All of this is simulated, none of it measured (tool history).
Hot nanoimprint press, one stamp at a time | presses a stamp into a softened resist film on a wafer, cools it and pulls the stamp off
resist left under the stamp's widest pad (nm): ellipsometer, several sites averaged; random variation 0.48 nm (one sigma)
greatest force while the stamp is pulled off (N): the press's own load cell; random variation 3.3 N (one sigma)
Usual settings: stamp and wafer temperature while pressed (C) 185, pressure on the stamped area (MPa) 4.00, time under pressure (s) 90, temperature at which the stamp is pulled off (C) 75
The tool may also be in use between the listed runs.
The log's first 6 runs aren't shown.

run	hour	stamp and wafer temperature while pressed (C)	pressure on the stamped area (MPa)	time under pressure (s)	temperature at which the stamp is pulled off (C)	hours of work since the thermocouple was calibrated	imprints on the stamp's release coat	hours of work since the press's seals were changed	resist left under the stamp's widest pad (nm)	greatest force while the stamp is pulled off (N)
7	217.7	185	4.00	90	75	288	1042	936	135.0	225
# hour 252.6: plate thermocouple calibrated
8	254.0	185	2.77	90	75	1	1134	962	153.9	222
9	302.1	185	2.77	90	75	38	1266	998	153.1	224
10	332.2	185	2.77	81	75	61	1349	1021	159.1	224
11	358.2	185	2.77	81	75	80	1421	1041	159.8	227
12	409.7	185	2.77	81	75	120	1562	1080	159.3	224
13	441.4	185	2.77	81	75	144	1649	1104	159.7	230
# hour 484.5: stamp cleaned and given a new release coat
14	484.5	185	2.77	81	75	172	0	1133	159.2	222
15	528.9	185	4.96	90	75	206	122	1167	126.0	225

Forecast run 16:
16	560.2	177	4.96	90	68	230	208	1190	?	?

resist left under the stamp's widest pad (nm): 175.9
greatest force while the stamp is pulled off (N): 259
Without the tool's hidden state the same run would have given resist left under the stamp's widest pad (nm) 173.9, greatest force while the stamp is pulled off (N) 258.

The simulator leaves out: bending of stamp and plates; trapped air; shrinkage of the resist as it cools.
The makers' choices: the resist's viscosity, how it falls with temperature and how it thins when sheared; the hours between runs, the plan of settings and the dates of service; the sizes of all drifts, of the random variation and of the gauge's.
